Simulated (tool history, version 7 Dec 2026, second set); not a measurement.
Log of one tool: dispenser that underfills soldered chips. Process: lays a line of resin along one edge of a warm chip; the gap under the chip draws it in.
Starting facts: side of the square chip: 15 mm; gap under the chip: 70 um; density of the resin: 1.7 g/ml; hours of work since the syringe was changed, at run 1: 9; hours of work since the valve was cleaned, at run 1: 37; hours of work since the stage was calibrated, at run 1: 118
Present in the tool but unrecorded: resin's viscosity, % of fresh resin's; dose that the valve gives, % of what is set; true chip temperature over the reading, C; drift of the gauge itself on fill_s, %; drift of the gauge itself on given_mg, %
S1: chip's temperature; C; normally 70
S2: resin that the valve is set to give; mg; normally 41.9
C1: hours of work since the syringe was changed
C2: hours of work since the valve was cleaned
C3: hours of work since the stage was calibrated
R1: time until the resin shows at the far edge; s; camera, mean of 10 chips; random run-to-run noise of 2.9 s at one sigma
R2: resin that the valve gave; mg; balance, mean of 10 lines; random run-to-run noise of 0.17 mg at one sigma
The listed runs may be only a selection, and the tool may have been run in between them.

run,hour,S1,S2,C1,C2,C3,R1,R2
1,0,70,41.9,9,37,118,617.8,40.71
# hour 3.2: new syringe of resin
2,3.2,70,41.9,0,39,120,287.9,40.68
3,7.5,70,41.9,3,43,123,381,40.23
4,11.5,70,41.9,6,46,126,490.9,40.55
5,14.9,70,41.9,9,48,129,604,40.14
6,17.5,70,41.9,11,50,131,707,39.99
# hour 18.2: new syringe of resin
7,22.6,70,41.9,3,54,134,379.8,39.71
8,26.2,70,41.9,6,57,137,472.4,39.89
9,29.6,74,37,9,59,140,525.6,34.94
# hour 33.3: new syringe of resin
10,34,67,37,1,62,143,340.7,35
11,36.9,67,46.9,3,65,145,394.6,44.57
12,40.7,69,41.4,6,67,148,477.6,39.09
13,42.9,69,41.4,7,69,150,547.2,38.9
14,45.8,58,51.2,10,71,152,916.8,48.15

Forecast each of these 5 alternatives for the next run:
# hour 48.3: new syringe of resin
A,49.6,70,48.7,1,74,155,?,?
# hour 48.3: new syringe of resin
B,49.6,72,51.2,1,74,155,?,?
# hour 48.3: new syringe of resin
C,49.6,61,54.2,1,74,155,?,?
# hour 48.3: new syringe of resin
D,49.6,75,51,1,74,155,?,?
# hour 48.3: new syringe of resin
E,49.6,65,51.2,1,74,155,?,?

run,R1,R2
A,305.2,46.07
B,289.3,47.97
C,410.9,50.84
D,262.5,47.59
E,359.8,48.17
With the hidden condition removed and each run's random variation left untouched, the same runs would have given:
run,R1,R2
A,282.9,49.05
B,268.5,51.08
C,381.8,54.14
D,243.6,50.68
E,333.9,51.3
